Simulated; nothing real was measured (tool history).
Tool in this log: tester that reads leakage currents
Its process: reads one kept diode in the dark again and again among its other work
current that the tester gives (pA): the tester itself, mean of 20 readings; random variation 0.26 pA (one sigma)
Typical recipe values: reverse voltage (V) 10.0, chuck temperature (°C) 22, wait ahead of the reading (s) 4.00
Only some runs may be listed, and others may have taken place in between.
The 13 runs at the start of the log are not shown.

run	hour	reverse voltage (V)	chuck temperature (°C)	wait ahead of the reading (s)	hours of work since the probe card was cleaned	hours of work since the tester was calibrated	hours of work since the chuck was calibrated	current that the tester gives (pA)
14	634.8	3.4	22	4.00	645	1227	433	52.13
15	702.1	10.0	22	1.37	682	1265	471	80.91
16	771.6	2.3	22	4.00	721	1303	509	44.67
17	828.2	10.0	42	0.51	752	1335	541	328.48
18	888.4	10.0	42	0.51	786	1368	574	326.76
19	932.5	1.3	40	7.65	810	1393	599	130.17
# hour 939.3: chuck's temperature calibrated
20	969.4	10.0	21	8.95	830	1412	17	65.55
21	1002.5	10.0	21	8.95	848	1431	35	65.91
22	1063.2	10.0	21	8.95	882	1464	69	65.71
23	1119.7	11.7	41	0.77	913	1496	100	293.49
24	1178.2	2.9	42	3.99	946	1528	133	180.91
# hour 1203.0: chuck's temperature calibrated, once more
25	1217.0	2.9	42	3.99	966	1549	8	223.40
26	1258.6	2.9	42	3.99	989	1572	31	223.69
27	1313.4	2.0	33	0.55	1020	1602	61	104.98
28	1379.6	10.0	22	3.06	1057	1639	98	86.91
29	1409.0	4.1	22	3.54	1073	1655	115	60.86
30	1437.7	4.1	22	3.54	1089	1671	131	60.33
31	1493.5	4.1	22	0.86	1120	1702	162	61.14
32	1562.6	4.1	51	0.46	1158	1741	200	445.51

Alternative continuations, all from the tool just after run 32; predict every row:
A	1627.4	10.0	26	4.00	1194	1777	236	?
B	1627.4	2.2	43	0.57	1194	1777	236	?
C	1627.4	6.5	43	2.27	1194	1777	236	?
D	1627.4	10.0	22	3.78	1194	1777	236	?

run	current that the tester gives (pA)
A	112.88
B	209.15
C	310.36
D	85.24
With no hidden state in the tool, these same runs would have given:
run	current that the tester gives (pA)
A	114.73
B	219.89
C	324.68
D	85.45
